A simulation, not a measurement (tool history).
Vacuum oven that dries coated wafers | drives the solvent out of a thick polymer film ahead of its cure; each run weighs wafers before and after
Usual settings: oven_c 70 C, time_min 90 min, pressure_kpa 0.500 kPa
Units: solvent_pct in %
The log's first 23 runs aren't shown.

| run | hour | oven_c | time_min | pressure_kpa | solvent_pct |
|---|---|---|---|---|---|
| 24 | 451.9 | 56 | 102 | 1.043 | 5.94 |
| 25 | 472.6 | 69 | 112 | 0.721 | 1.50 |
| 26 | 487.6 | 70 | 55 | 0.500 | 4.17 |
| 27 | 507.5 | 80 | 78 | 0.500 | 0.79 |
| 28 | 527.4 | 63 | 90 | 0.500 | 3.74 |
| 29 | 547.3 | 63 | 90 | 0.597 | 3.83 |
| 30 | 567.9 | 63 | 90 | 0.597 | 3.76 |
| 31 | 582.3 | 70 | 156 | 0.500 | 0.65 |
| 32 | 604.2 | 70 | 156 | 0.500 | 0.66 |

Forecast run 33:
| 33 | 629.2 | 61 | 144 | 1.244 | ? |

{"run 33": {"solvent_pct": 2.91}}
Without the tool's hidden state the same run would have given solvent_pct 2.61 %.

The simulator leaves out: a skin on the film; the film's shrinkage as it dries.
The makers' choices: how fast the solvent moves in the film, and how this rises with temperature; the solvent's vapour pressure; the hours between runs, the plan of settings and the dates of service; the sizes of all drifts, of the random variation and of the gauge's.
